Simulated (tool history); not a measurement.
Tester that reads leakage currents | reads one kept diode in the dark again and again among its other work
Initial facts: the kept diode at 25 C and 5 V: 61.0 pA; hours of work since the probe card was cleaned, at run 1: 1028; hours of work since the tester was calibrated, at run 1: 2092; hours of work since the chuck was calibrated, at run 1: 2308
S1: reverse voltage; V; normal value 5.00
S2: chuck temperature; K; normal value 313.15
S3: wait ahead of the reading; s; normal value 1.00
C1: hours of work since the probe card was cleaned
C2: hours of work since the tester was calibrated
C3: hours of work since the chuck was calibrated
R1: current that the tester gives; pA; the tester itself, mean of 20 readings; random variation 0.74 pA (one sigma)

run,day,S1,S2,S3,C1,C2,C3,R1
1,0.000,5.00,313.15,1.00,1028,2092,2308,294.83
2,8.375,5.00,327.15,1.00,1114,2178,2394,934.63
# day 16.088: probe card cleaned and baked
3,17.138,5.00,313.15,1.00,11,2267,2483,290.56
# day 17.833: chuck's temperature calibrated
4,24.858,5.00,313.15,1.00,89,2345,72,251.58
5,30.021,5.00,313.15,1.00,142,2399,125,251.42
6,35.138,5.00,313.15,1.00,195,2451,178,254.03
7,39.767,5.00,313.15,1.00,243,2499,226,253.75
8,48.542,5.00,310.15,1.00,333,2589,316,196.68
9,52.242,5.00,310.15,1.00,371,2627,354,198.08
10,56.338,5.00,310.15,1.00,413,2669,396,198.76
11,62.096,5.00,310.15,1.00,472,2728,455,200.97
12,69.633,13.21,310.15,0.72,550,2806,533,358.53
13,78.054,13.21,310.15,0.72,636,2893,619,358.96
14,86.788,15.07,304.15,2.22,726,2982,709,231.04
15,92.958,5.00,313.15,2.17,790,3046,773,266.79
16,101.696,1.23,302.15,0.43,879,3136,862,45.72
17,110.279,1.23,302.15,0.43,968,3224,951,46.26
18,117.625,1.23,302.15,0.43,1043,3299,1026,46.77
19,123.525,1.23,302.15,0.43,1104,3360,1087,46.96
20,127.342,3.67,311.15,0.62,1143,3399,1126,196.71
# day 132.088: probe card cleaned and baked
21,132.375,4.94,304.15,2.73,3,3450,1177,119.43
22,139.054,1.08,304.15,2.73,72,3518,1245,50.28

Below are 4 alternative next runs, each starting from the tool's condition after run 22. Predict each:
A,143.212,1.08,303.15,8.98,114,3561,1288,?
B,143.212,5.00,313.15,0.35,114,3561,1288,?
C,143.212,1.08,313.15,2.73,114,3561,1288,?
D,143.212,5.00,313.15,0.36,114,3561,1288,?

run,R1
A,46.30
B,277.66
C,114.17
D,276.59
With the hidden condition removed and each run's random variation left untouched, the same runs would have given:
run,R1
A,41.43
B,250.57
C,103.03
D,249.59
